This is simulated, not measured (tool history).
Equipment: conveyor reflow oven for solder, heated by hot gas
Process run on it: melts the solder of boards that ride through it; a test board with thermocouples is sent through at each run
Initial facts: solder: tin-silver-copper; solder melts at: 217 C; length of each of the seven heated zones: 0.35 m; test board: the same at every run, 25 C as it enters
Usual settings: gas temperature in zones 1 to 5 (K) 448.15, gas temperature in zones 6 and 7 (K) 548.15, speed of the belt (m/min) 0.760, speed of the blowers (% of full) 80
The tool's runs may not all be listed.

| run | hour | gas temperature in zones 1 to 5 (K) | gas temperature in zones 6 and 7 (K) | speed of the belt (m/min) | speed of the blowers (% of full) | highest temperature of the board (K) | time above the solder's melting point (s) |
|---|---|---|---|---|---|---|---|
| 1 | 0.0 | 448.15 | 548.15 | 0.760 | 80 | 533.35 | 46.0 |
| 2 | 13.5 | 450.15 | 548.15 | 0.760 | 80 | 533.85 | 46.4 |
| 3 | 31.5 | 450.15 | 548.15 | 0.760 | 80 | 534.05 | 46.6 |
| 4 | 41.1 | 448.15 | 548.15 | 0.760 | 80 | 533.95 | 46.2 |
| 5 | 55.1 | 448.15 | 549.15 | 0.760 | 80 | 534.35 | 46.2 |
| 6 | 69.6 | 455.15 | 548.15 | 0.760 | 80 | 534.95 | 48.3 |
| 7 | 85.5 | 438.15 | 548.15 | 0.760 | 80 | 532.15 | 42.9 |
| 8 | 95.8 | 438.15 | 548.15 | 0.760 | 80 | 531.85 | 42.6 |
| 9 | 106.9 | 448.15 | 548.15 | 0.760 | 72 | 531.65 | 45.3 |
| 10 | 120.6 | 448.15 | 548.15 | 0.760 | 72 | 532.05 | 45.2 |
| 11 | 133.6 | 448.15 | 548.15 | 0.760 | 72 | 531.75 | 44.8 |
|  | 148.1 | flux residue cleaned out of gas plates and filters |
| 12 | 152.4 | 442.15 | 548.15 | 0.760 | 80 | 534.35 | 44.6 |
| 13 | 167.3 | 442.15 | 548.15 | 0.760 | 80 | 533.65 | 44.7 |
| 14 | 184.1 | 442.15 | 548.15 | 0.760 | 80 | 533.85 | 44.6 |
| 15 | 206.0 | 448.15 | 548.15 | 0.760 | 80 | 534.75 | 46.4 |
| 16 | 224.8 | 448.15 | 546.15 | 0.739 | 80 | 534.05 | 47.7 |
| 17 | 243.7 | 442.15 | 546.15 | 0.793 | 55 | 524.05 | 37.1 |
| 18 | 257.4 | 457.15 | 547.15 | 0.793 | 55 | 527.95 | 42.9 |
| 19 | 266.4 | 457.15 | 547.15 | 0.793 | 55 | 527.85 | 42.8 |
| 20 | 283.9 | 457.15 | 547.15 | 0.793 | 55 | 528.25 | 43.2 |
| 21 | 292.8 | 448.15 | 548.15 | 0.646 | 80 | 539.05 | 57.8 |
| 22 | 311.8 | 452.15 | 548.15 | 0.646 | 81 | 540.25 | 58.3 |
| 23 | 321.2 | 448.15 | 560.15 | 0.632 | 80 | 550.75 | 63.0 |
| 24 | 332.0 | 433.15 | 548.15 | 0.760 | 80 | 532.25 | 42.1 |
| 25 | 354.0 | 459.15 | 548.15 | 0.760 | 75 | 535.55 | 49.7 |
| 26 | 368.2 | 448.15 | 547.15 | 0.760 | 58 | 528.85 | 43.1 |
| 27 | 383.0 | 455.15 | 547.15 | 0.760 | 58 | 530.15 | 45.5 |
| 28 | 394.9 | 455.15 | 543.15 | 0.760 | 58 | 526.95 | 44.1 |
| 29 | 416.7 | 455.15 | 543.15 | 0.760 | 58 | 526.65 | 44.1 |
| 30 | 429.5 | 448.15 | 548.15 | 0.660 | 80 | 538.65 | 55.9 |

For some of the steps in highest temperature of the board (K) from one run to the next: how much would appear even if the tool had no hidden state, given the settings, what came in and random variation, and how much remains for the hidden state plus any gauge scatter that the measured result and the result without hidden state don't share?
Hidden state at play: heat that the gas passes to the board, % of a clean oven's; belt's true speed, % of the reading; true gas temperature in zones 6 and 7 over the reading, C; drift of the gauge itself on peak_c, C; drift of the gauge itself on liquid_s, %.
Run 6 -> 7: gas temperature in zones 1 to 5 (K) 455.15 -> 438.15. highest temperature of the board (K) -2.80: hidden state -0.20, all else -2.60.
Run 8 -> 9: gas temperature in zones 1 to 5 (K) 438.15 -> 448.15, speed of the blowers (% of full) 80 -> 72. highest temperature of the board (K) -0.20: hidden state +0.20, all else -0.40.
Run 11 -> 12: gas temperature in zones 1 to 5 (K) 448.15 -> 442.15, speed of the blowers (% of full) 72 -> 80, flux residue cleaned out of gas plates and filters. highest temperature of the board (K) +2.60: hidden state +1.30, all else +1.30.
Run 20 -> 21: gas temperature in zones 1 to 5 (K) 457.15 -> 448.15, gas temperature in zones 6 and 7 (K) 547.15 -> 548.15, speed of the belt (m/min) 0.793 -> 0.646, speed of the blowers (% of full) 55 -> 80. highest temperature of the board (K) +10.80: hidden state +0.00, all else +10.80.
Run 23 -> 24: gas temperature in zones 1 to 5 (K) 448.15 -> 433.15, gas temperature in zones 6 and 7 (K) 560.15 -> 548.15, speed of the belt (m/min) 0.632 -> 0.760. highest temperature of the board (K) -18.50: hidden state -0.10, all else -18.40.
Run 29 -> 30: gas temperature in zones 1 to 5 (K) 455.15 -> 448.15, gas temperature in zones 6 and 7 (K) 543.15 -> 548.15, speed of the belt (m/min) 0.760 -> 0.660, speed of the blowers (% of full) 58 -> 80. highest temperature of the board (K) +12.00: hidden state +0.00, all else +12.00.

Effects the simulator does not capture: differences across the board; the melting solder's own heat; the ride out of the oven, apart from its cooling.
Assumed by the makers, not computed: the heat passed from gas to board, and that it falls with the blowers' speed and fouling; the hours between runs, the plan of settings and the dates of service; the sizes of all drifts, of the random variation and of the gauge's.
